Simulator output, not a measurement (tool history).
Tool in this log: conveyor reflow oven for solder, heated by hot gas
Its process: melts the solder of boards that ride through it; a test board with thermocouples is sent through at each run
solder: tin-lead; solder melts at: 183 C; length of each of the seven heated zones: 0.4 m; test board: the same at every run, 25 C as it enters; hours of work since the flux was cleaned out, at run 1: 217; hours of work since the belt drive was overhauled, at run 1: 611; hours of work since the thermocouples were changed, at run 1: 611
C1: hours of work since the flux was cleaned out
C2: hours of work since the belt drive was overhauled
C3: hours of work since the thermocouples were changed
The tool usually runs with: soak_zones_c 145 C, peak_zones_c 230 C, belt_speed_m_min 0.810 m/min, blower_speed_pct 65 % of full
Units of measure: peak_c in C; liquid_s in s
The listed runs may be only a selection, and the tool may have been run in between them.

run 1 hour=0.0 | soak_zones_c=145 peak_zones_c=230 belt_speed_m_min=0.810 blower_speed_pct=65 | C1=217 C2=611 C3=611 | peak_c=214.2 liquid_s=43.9
run 2 hour=38.9 | soak_zones_c=145 peak_zones_c=230 belt_speed_m_min=0.810 blower_speed_pct=65 | C1=244 C2=638 C3=638 | peak_c=213.8 liquid_s=44.7
run 3 hour=59.7 | soak_zones_c=145 peak_zones_c=230 belt_speed_m_min=0.810 blower_speed_pct=65 | C1=259 C2=653 C3=653 | peak_c=214.1 liquid_s=44.5
run 4 hour=104.4 | soak_zones_c=145 peak_zones_c=230 belt_speed_m_min=0.810 blower_speed_pct=65 | C1=290 C2=684 C3=684 | peak_c=213.9 liquid_s=44.3
run 5 hour=145.8 | soak_zones_c=145 peak_zones_c=230 belt_speed_m_min=0.810 blower_speed_pct=65 | C1=318 C2=712 C3=712 | peak_c=213.4 liquid_s=44.6
run 6 hour=187.5 | soak_zones_c=132 peak_zones_c=230 belt_speed_m_min=0.810 blower_speed_pct=65 | C1=347 C2=741 C3=741 | peak_c=210.5 liquid_s=39.2
run 7 hour=215.2 | soak_zones_c=132 peak_zones_c=230 belt_speed_m_min=0.810 blower_speed_pct=65 | C1=366 C2=760 C3=760 | peak_c=210.7 liquid_s=38.8
run 8 hour=244.0 | soak_zones_c=132 peak_zones_c=230 belt_speed_m_min=0.810 blower_speed_pct=65 | C1=386 C2=780 C3=780 | peak_c=210.5 liquid_s=38.3
run 9 hour=268.7 | soak_zones_c=156 peak_zones_c=230 belt_speed_m_min=0.728 blower_speed_pct=65 | C1=403 C2=797 C3=797 | peak_c=218.9 liquid_s=57.7
run 10 hour=289.5 | soak_zones_c=156 peak_zones_c=230 belt_speed_m_min=0.728 blower_speed_pct=65 | C1=418 C2=812 C3=812 | peak_c=218.5 liquid_s=57.9
-- hour=308.4 flux residue cleaned out of gas plates and filters
run 11 hour=336.7 | soak_zones_c=143 peak_zones_c=219 belt_speed_m_min=0.728 blower_speed_pct=65 | C1=20 C2=841 C3=841 | peak_c=209.3 liquid_s=47.2
run 12 hour=366.0 | soak_zones_c=143 peak_zones_c=219 belt_speed_m_min=0.728 blower_speed_pct=65 | C1=40 C2=861 C3=861 | peak_c=209.8 liquid_s=46.5
run 13 hour=408.6 | soak_zones_c=143 peak_zones_c=219 belt_speed_m_min=0.728 blower_speed_pct=65 | C1=69 C2=891 C3=891 | peak_c=208.6 liquid_s=47.5
run 14 hour=440.8 | soak_zones_c=143 peak_zones_c=219 belt_speed_m_min=0.728 blower_speed_pct=65 | C1=92 C2=913 C3=913 | peak_c=209.2 liquid_s=46.8

What does the tool deliver on the next run?
-- hour=458.9 belt drive overhauled, speed set with a stopwatch
run 15 hour=464.9 | soak_zones_c=138 peak_zones_c=219 belt_speed_m_min=0.877 blower_speed_pct=66 | C1=106 C2=4 C3=927 | peak_c=? liquid_s=?

{"run 15": {"peak_c": 201.9, "liquid_s": 29.5}}
With the hidden condition absent and the run-to-run variation left alone, this run would have shown peak_c 200.6 C, liquid_s 28.4 s.
